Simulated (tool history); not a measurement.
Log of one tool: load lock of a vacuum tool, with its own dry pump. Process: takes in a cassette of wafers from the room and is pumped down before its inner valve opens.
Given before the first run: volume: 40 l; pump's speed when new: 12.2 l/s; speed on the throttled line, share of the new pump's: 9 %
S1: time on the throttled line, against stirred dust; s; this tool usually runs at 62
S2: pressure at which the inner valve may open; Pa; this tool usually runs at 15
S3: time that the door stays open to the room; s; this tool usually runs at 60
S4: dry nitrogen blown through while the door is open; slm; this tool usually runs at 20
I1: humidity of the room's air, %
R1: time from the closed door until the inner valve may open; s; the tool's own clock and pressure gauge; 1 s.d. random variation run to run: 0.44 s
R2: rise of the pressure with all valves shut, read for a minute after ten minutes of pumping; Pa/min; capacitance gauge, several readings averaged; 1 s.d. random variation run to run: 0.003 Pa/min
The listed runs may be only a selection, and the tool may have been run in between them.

{"run": 1, "hour": 0.0, "S1": 62, "S2": 15, "S3": 60, "S4": 20, "I1": 46, "R1": 89.2, "R2": 0.076}
{"run": 2, "hour": 184.0, "S1": 62, "S2": 15, "S3": 60, "S4": 20, "I1": 47.8, "R1": 88.6, "R2": 0.083}
{"run": 3, "hour": 280.1, "S1": 31, "S2": 15, "S3": 60, "S4": 20, "I1": 43.7, "R1": 60.7, "R2": 0.08}
{"run": 4, "hour": 431.9, "S1": 62, "S2": 15, "S3": 60, "S4": 20, "I1": 46.4, "R1": 89, "R2": 0.084}
{"run": 5, "hour": 618.5, "S1": 62, "S2": 15, "S3": 60, "S4": 20, "I1": 45.4, "R1": 88.8, "R2": 0.082}
{"run": 6, "hour": 830.1, "S1": 33, "S2": 15, "S3": 60, "S4": 20, "I1": 44.9, "R1": 63.5, "R2": 0.09}
{"run": 7, "hour": 973.8, "S1": 110, "S2": 15, "S3": 60, "S4": 20, "I1": 45.8, "R1": 132.6, "R2": 0.093}
{"run": 8, "hour": 1134.0, "S1": 62, "S2": 17, "S3": 60, "S4": 16, "I1": 46.5, "R1": 88.5, "R2": 0.098}
{"run": 9, "hour": 1287.2, "S1": 62, "S2": 17, "S3": 60, "S4": 16, "I1": 45.5, "R1": 89.6, "R2": 0.099}
{"run": 10, "hour": 1427.9, "S1": 62, "S2": 17, "S3": 60, "S4": 16, "I1": 43.4, "R1": 89, "R2": 0.096}
{"run": 11, "hour": 1549.9, "S1": 62, "S2": 17, "S3": 125, "S4": 16, "I1": 43.5, "R1": 89.2, "R2": 0.117}
{"run": 12, "hour": 1714.8, "S1": 75, "S2": 13, "S3": 199, "S4": 20, "I1": 41.2, "R1": 101.6, "R2": 0.124}
{"run": 13, "hour": 1903.9, "S1": 62, "S2": 26, "S3": 227, "S4": 20, "I1": 44.7, "R1": 87.9, "R2": 0.137}

Here are 3 independent what-if runs from the current tool condition. What would each one return?
{"run": "A", "hour": 2026.8, "S1": 38, "S2": 26, "S3": 227, "S4": 33, "I1": 44.9, "R1": "?", "R2": "?"}
{"run": "B", "hour": 2026.8, "S1": 86, "S2": 17, "S3": 227, "S4": 21, "I1": 43.3, "R1": "?", "R2": "?"}
{"run": "C", "hour": 2026.8, "S1": 62, "S2": 15, "S3": 60, "S4": 6, "I1": 46.9, "R1": "?", "R2": "?"}

run=A R1=66 R2=0.128
run=B R1=110.5 R2=0.135
run=C R1=89.1 R2=0.119
What these runs would have given with no unlogged condition in the tool:
run=A R1=61.9 R2=0.042
run=B R1=107 R2=0.052
run=C R1=85.1 R2=0.033
